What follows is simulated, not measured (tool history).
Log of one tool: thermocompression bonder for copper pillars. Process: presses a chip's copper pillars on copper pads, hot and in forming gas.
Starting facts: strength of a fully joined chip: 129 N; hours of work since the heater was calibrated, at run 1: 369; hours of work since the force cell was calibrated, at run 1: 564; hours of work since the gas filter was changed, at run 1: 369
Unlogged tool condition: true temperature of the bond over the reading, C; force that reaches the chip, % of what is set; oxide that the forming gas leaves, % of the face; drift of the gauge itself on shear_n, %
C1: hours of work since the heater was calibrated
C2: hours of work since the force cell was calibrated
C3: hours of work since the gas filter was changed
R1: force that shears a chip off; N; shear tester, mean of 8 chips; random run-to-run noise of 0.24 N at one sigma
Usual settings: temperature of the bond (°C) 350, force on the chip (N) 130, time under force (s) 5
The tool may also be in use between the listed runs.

{"run": 1, "day": 0.0, "temperature of the bond (°C)": 350, "force on the chip (N)": 130, "time under force (s)": 5, "C1": 369, "C2": 564, "C3": 369, "R1": 54.7}
{"run": 2, "day": 3.454, "temperature of the bond (°C)": 367, "force on the chip (N)": 130, "time under force (s)": 5, "C1": 411, "C2": 607, "C3": 411, "R1": 62.3}
{"day": 4.562, "done": "forming gas filter changed"}
{"run": 3, "day": 5.592, "temperature of the bond (°C)": 367, "force on the chip (N)": 92, "time under force (s)": 5, "C1": 438, "C2": 633, "C3": 13, "R1": 54.2}
{"run": 4, "day": 8.85, "temperature of the bond (°C)": 367, "force on the chip (N)": 92, "time under force (s)": 5, "C1": 478, "C2": 673, "C3": 53, "R1": 53.7}
{"run": 5, "day": 11.046, "temperature of the bond (°C)": 374, "force on the chip (N)": 130, "time under force (s)": 5, "C1": 505, "C2": 700, "C3": 80, "R1": 69.5}
{"run": 6, "day": 14.525, "temperature of the bond (°C)": 374, "force on the chip (N)": 130, "time under force (s)": 10, "C1": 548, "C2": 743, "C3": 123, "R1": 84.6}
{"run": 7, "day": 17.667, "temperature of the bond (°C)": 374, "force on the chip (N)": 130, "time under force (s)": 10, "C1": 587, "C2": 782, "C3": 162, "R1": 84.4}
{"run": 8, "day": 21.25, "temperature of the bond (°C)": 374, "force on the chip (N)": 146, "time under force (s)": 10, "C1": 631, "C2": 826, "C3": 206, "R1": 88.3}
{"run": 9, "day": 24.188, "temperature of the bond (°C)": 374, "force on the chip (N)": 146, "time under force (s)": 10, "C1": 667, "C2": 862, "C3": 242, "R1": 87.4}
{"run": 10, "day": 27.396, "temperature of the bond (°C)": 350, "force on the chip (N)": 130, "time under force (s)": 3, "C1": 707, "C2": 902, "C3": 282, "R1": 46.1}
{"run": 11, "day": 31.017, "temperature of the bond (°C)": 321, "force on the chip (N)": 130, "time under force (s)": 3, "C1": 751, "C2": 947, "C3": 326, "R1": 34.8}
{"run": 12, "day": 32.571, "temperature of the bond (°C)": 321, "force on the chip (N)": 130, "time under force (s)": 3, "C1": 770, "C2": 966, "C3": 346, "R1": 34.6}
{"run": 13, "day": 36.204, "temperature of the bond (°C)": 350, "force on the chip (N)": 88, "time under force (s)": 5, "C1": 815, "C2": 1011, "C3": 390, "R1": 42.9}
{"run": 14, "day": 37.8, "temperature of the bond (°C)": 350, "force on the chip (N)": 130, "time under force (s)": 5, "C1": 835, "C2": 1030, "C3": 410, "R1": 54.8}
{"day": 38.079, "done": "force cell calibrated"}
{"day": 39.038, "done": "forming gas filter changed"}
{"run": 15, "day": 39.608, "temperature of the bond (°C)": 350, "force on the chip (N)": 130, "time under force (s)": 5, "C1": 856, "C2": 19, "C3": 7, "R1": 56}
{"run": 16, "day": 41.729, "temperature of the bond (°C)": 350, "force on the chip (N)": 130, "time under force (s)": 5, "C1": 882, "C2": 45, "C3": 33, "R1": 56.4}
{"day": 44.192, "done": "force cell calibrated, once more"}
{"run": 17, "day": 44.979, "temperature of the bond (°C)": 350, "force on the chip (N)": 130, "time under force (s)": 5, "C1": 922, "C2": 10, "C3": 73, "R1": 61.9}
{"run": 18, "day": 46.875, "temperature of the bond (°C)": 350, "force on the chip (N)": 130, "time under force (s)": 11, "C1": 945, "C2": 33, "C3": 96, "R1": 79.3}
{"run": 19, "day": 49.808, "temperature of the bond (°C)": 350, "force on the chip (N)": 130, "time under force (s)": 5, "C1": 981, "C2": 69, "C3": 132, "R1": 61.7}
{"run": 20, "day": 52.875, "temperature of the bond (°C)": 350, "force on the chip (N)": 141, "time under force (s)": 5, "C1": 1019, "C2": 107, "C3": 170, "R1": 63.7}
{"run": 21, "day": 55.829, "temperature of the bond (°C)": 348, "force on the chip (N)": 130, "time under force (s)": 3, "C1": 1056, "C2": 144, "C3": 206, "R1": 49.4}
{"run": 22, "day": 57.338, "temperature of the bond (°C)": 328, "force on the chip (N)": 106, "time under force (s)": 5, "C1": 1074, "C2": 162, "C3": 225, "R1": 44}
{"run": 23, "day": 59.504, "temperature of the bond (°C)": 373, "force on the chip (N)": 83, "time under force (s)": 10, "C1": 1101, "C2": 189, "C3": 252, "R1": 69}
{"run": 24, "day": 62.7, "temperature of the bond (°C)": 358, "force on the chip (N)": 88, "time under force (s)": 9, "C1": 1140, "C2": 228, "C3": 291, "R1": 62.1}
{"run": 25, "day": 64.692, "temperature of the bond (°C)": 350, "force on the chip (N)": 163, "time under force (s)": 5, "C1": 1165, "C2": 253, "C3": 316, "R1": 68}
{"run": 26, "day": 67.425, "temperature of the bond (°C)": 362, "force on the chip (N)": 136, "time under force (s)": 6, "C1": 1199, "C2": 287, "C3": 349, "R1": 70.8}
{"day": 70.462, "done": "heater calibrated with a thermocouple chip"}
{"run": 27, "day": 70.683, "temperature of the bond (°C)": 345, "force on the chip (N)": 138, "time under force (s)": 15, "C1": 3, "C2": 326, "C3": 389, "R1": 77}
{"run": 28, "day": 72.662, "temperature of the bond (°C)": 350, "force on the chip (N)": 130, "time under force (s)": 8, "C1": 27, "C2": 350, "C3": 413, "R1": 63.4}
{"day": 73.412, "done": "forming gas filter changed"}
{"run": 29, "day": 76.062, "temperature of the bond (°C)": 376, "force on the chip (N)": 130, "time under force (s)": 5, "C1": 69, "C2": 392, "C3": 33, "R1": 70.9}
{"run": 30, "day": 78.438, "temperature of the bond (°C)": 376, "force on the chip (N)": 130, "time under force (s)": 5, "C1": 98, "C2": 421, "C3": 62, "R1": 69.8}
{"run": 31, "day": 81.117, "temperature of the bond (°C)": 374, "force on the chip (N)": 96, "time under force (s)": 5, "C1": 131, "C2": 454, "C3": 95, "R1": 57.6}
{"run": 32, "day": 82.817, "temperature of the bond (°C)": 343, "force on the chip (N)": 98, "time under force (s)": 5, "C1": 152, "C2": 475, "C3": 116, "R1": 44.6}
{"run": 33, "day": 85.146, "temperature of the bond (°C)": 343, "force on the chip (N)": 98, "time under force (s)": 5, "C1": 181, "C2": 504, "C3": 145, "R1": 44.2}
{"run": 34, "day": 88.625, "temperature of the bond (°C)": 370, "force on the chip (N)": 130, "time under force (s)": 14, "C1": 224, "C2": 547, "C3": 188, "R1": 89.4}
{"run": 35, "day": 91.442, "temperature of the bond (°C)": 368, "force on the chip (N)": 101, "time under force (s)": 8, "C1": 259, "C2": 582, "C3": 222, "R1": 65.5}
{"run": 36, "day": 94.425, "temperature of the bond (°C)": 368, "force on the chip (N)": 101, "time under force (s)": 8, "C1": 295, "C2": 618, "C3": 259, "R1": 65}
{"run": 37, "day": 96.167, "temperature of the bond (°C)": 362, "force on the chip (N)": 149, "time under force (s)": 5, "C1": 317, "C2": 640, "C3": 281, "R1": 66}
{"run": 38, "day": 97.971, "temperature of the bond (°C)": 362, "force on the chip (N)": 149, "time under force (s)": 5, "C1": 339, "C2": 662, "C3": 303, "R1": 65.9}

Here are 5 independent what-if runs from the current tool condition. What would each one return?
{"run": "A", "day": 101.208, "temperature of the bond (°C)": 332, "force on the chip (N)": 130, "time under force (s)": 6, "C1": 379, "C2": 702, "C3": 343, "R1": "?"}
{"run": "B", "day": 101.208, "temperature of the bond (°C)": 337, "force on the chip (N)": 130, "time under force (s)": 11, "C1": 379, "C2": 702, "C3": 343, "R1": "?"}
{"run": "C", "day": 101.208, "temperature of the bond (°C)": 350, "force on the chip (N)": 130, "time under force (s)": 5, "C1": 379, "C2": 702, "C3": 343, "R1": "?"}
{"run": "D", "day": 101.208, "temperature of the bond (°C)": 350, "force on the chip (N)": 165, "time under force (s)": 5, "C1": 379, "C2": 702, "C3": 343, "R1": "?"}
{"run": "E", "day": 101.208, "temperature of the bond (°C)": 343, "force on the chip (N)": 130, "time under force (s)": 11, "C1": 379, "C2": 702, "C3": 343, "R1": "?"}

run=A R1=50.4
run=B R1=65.1
run=C R1=55
run=D R1=63
run=E R1=68.2
With no hidden state in the tool, these same runs would have given:
run=A R1=54.6
run=B R1=70.3
run=C R1=59.5
run=D R1=68.1
run=E R1=73.6

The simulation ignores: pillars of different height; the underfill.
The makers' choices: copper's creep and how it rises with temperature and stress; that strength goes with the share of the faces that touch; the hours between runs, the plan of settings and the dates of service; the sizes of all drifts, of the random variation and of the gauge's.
